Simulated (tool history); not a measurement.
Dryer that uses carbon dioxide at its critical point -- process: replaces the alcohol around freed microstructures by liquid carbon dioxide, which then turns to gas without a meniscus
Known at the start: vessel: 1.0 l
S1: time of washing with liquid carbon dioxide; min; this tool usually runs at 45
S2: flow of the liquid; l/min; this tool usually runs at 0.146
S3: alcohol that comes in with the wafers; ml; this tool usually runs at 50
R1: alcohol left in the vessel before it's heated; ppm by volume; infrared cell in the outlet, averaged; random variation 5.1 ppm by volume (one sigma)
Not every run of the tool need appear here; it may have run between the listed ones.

run	day	S1	S2	S3	R1
1	0	45	0.146	50	199
# day 0.271: inlet filter changed
2	0.7	45	0.146	50	129
3	1.075	45	0.146	50	129
4	1.754	45	0.146	50	132
5	2.483	45	0.146	50	145
6	2.854	45	0.146	43	133
7	3.458	45	0.146	50	147
8	4.225	45	0.146	50	146
9	5.038	45	0.202	50	82
10	5.558	45	0.202	50	83
11	5.983	45	0.18	50	94
12	6.808	29	0.18	50	402
13	7.438	29	0.146	50	949
14	7.796	29	0.146	50	968
15	8.575	29	0.146	50	980

Estimate the outcome of run 16 from the log above:
16	9.058	41	0.108	39	?

R1: 703 ppm by volume
If the tool had no hidden condition, the same run with the same run-to-run variation would have returned R1 514 ppm by volume.
